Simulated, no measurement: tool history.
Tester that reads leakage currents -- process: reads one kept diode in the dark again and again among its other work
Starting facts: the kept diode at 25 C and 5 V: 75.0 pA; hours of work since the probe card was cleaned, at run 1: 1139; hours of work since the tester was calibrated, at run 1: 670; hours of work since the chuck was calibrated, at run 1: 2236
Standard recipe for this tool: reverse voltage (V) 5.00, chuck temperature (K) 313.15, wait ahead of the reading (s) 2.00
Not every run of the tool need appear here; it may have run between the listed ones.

run    hour  reverse voltage (V)  chuck temperature (K)  wait ahead of the reading (s)  hours of work since the probe card was cleaned  hours of work since the tester was calibrated  hours of work since the chuck was calibrated  current that the tester gives (pA)
  1     0.0                 5.00                 313.15                           2.00                                            1139                                            670                                          2236                              270.65
  2    73.0                 5.00                 313.15                           2.00                                            1191                                            722                                          2289                              271.88
  3   121.8                 5.00                 313.15                           2.00                                            1226                                            757                                          2323                              271.03
      157.1  -- chuck's temperature calibrated
  4   194.9                 5.00                 313.15                           2.00                                            1277                                            808                                            27                              271.30
  5   247.8                 5.00                 313.15                           2.00                                            1314                                            845                                            65                              270.65
  6   293.1                 5.00                 313.15                           0.93                                            1347                                            878                                            97                              271.62
  7   328.5                 5.00                 313.15                           0.93                                            1372                                            903                                           122                              270.56
  8   373.3                 5.00                 313.15                           0.93                                            1404                                            935                                           154                              270.37
  9   406.1                 5.00                 313.15                           2.00                                            1427                                            959                                           178                              270.30
 10   452.0                 5.00                 313.15                           2.00                                            1460                                            991                                           211                              271.39
 11   523.9                 5.00                 313.15                           2.00                                            1512                                           1043                                           262                              269.77
 12   573.4                 5.00                 313.15                           2.00                                            1547                                           1078                                           297                              272.30
 13   635.0                 5.00                 313.15                           2.00                                            1591                                           1122                                           341                              271.21
 14   672.0                 5.00                 313.15                           2.00                                            1617                                           1149                                           368                              270.82
 15   728.0                 5.00                 313.15                           2.00                                            1657                                           1189                                           408                              271.14
 16   803.7                 5.00                 313.15                           2.00                                            1711                                           1243                                           462                              272.35
 17   863.5                 5.00                 297.15                           2.00                                            1754                                           1285                                           505                               68.94
 18   922.3                 5.00                 297.15                           2.00                                            1796                                           1327                                           547                               68.99
 19   974.8                 5.00                 333.15                           2.00                                            1834                                           1365                                           584                             1249.73
 20  1019.0                 5.00                 333.15                           2.00                                            1865                                           1396                                           616                             1249.94
 21  1053.4                 7.34                 298.15                           2.00                                            1890                                           1421                                           640                               88.92
 22  1130.7                 7.34                 298.15                           2.00                                            1945                                           1476                                           696                               89.19
 23  1193.5                 7.34                 298.15                           2.00                                            1990                                           1521                                           740                               89.14
 24  1231.1                 5.89                 299.15                           0.38                                            2017                                           1548                                           767                               89.65
 25  1306.9                 5.89                 299.15                           0.38                                            2071                                           1602                                           821                               88.56
 26  1350.0                 2.18                 313.15                           9.36                                            2102                                           1633                                           852                              188.53
 27  1393.6                 2.18                 313.15                           9.36                                            2133                                           1664                                           883                              188.50
 28  1468.2                 1.03                 313.15                           9.36                                            2186                                           1717                                           937                              136.58
 29  1521.6                10.29                 324.15                           0.54                                            2224                                           1755                                           975                              880.41
 30  1595.0                10.29                 324.15                           0.54                                            2277                                           1808                                          1027                              881.36
 31  1670.4                10.29                 324.15                           0.54                                            2331                                           1862                                          1081                              881.53
 32  1729.0                10.29                 324.15                           0.54                                            2373                                           1904                                          1123                              881.45
 33  1767.3                 1.22                 313.15                           2.00                                            2400                                           1931                                          1150                              147.43
 34  1835.4                 1.22                 313.15                           2.00                                            2448                                           1980                                          1199                              147.14
 35  1909.1                 1.22                 313.15                           6.16                                            2501                                           2032                                          1252                              147.86
 36  1979.0                 1.94                 313.15                           5.86                                            2551                                           2082                                          1302                              180.26
 37  2056.7                 1.71                 298.15                           2.30                                            2607                                           2138                                          1357                               47.36
 38  2133.1                 1.71                 298.15                           2.30                                            2661                                           2192                                          1412                               47.42
 39  2173.7                 5.00                 313.15                           0.37                                            2690                                           2221                                          1441                              272.08

Alternative continuations, all from the tool just after run 39; predict every row:
  A  2214.7                 1.73                 309.15                           2.00                                            2719                                           2251                                          1470                                   ?
  B  2214.7                 5.00                 327.15                           1.04                                            2719                                           2251                                          1470                                   ?
  C  2214.7                 5.00                 303.15                           6.62                                            2719                                           2251                                          1470                                   ?
  D  2214.7                 5.00                 311.15                           0.37                                            2719                                           2251                                          1470                                   ?

run  current that the tester gives (pA)
  A                              122.30
  B                              808.35
  C                              117.18
  D                              229.56
With the hidden condition removed and each run's random variation left untouched, the same runs would have given:
run  current that the tester gives (pA)
  A                              122.18
  B                              807.63
  C                              117.04
  D                              229.32

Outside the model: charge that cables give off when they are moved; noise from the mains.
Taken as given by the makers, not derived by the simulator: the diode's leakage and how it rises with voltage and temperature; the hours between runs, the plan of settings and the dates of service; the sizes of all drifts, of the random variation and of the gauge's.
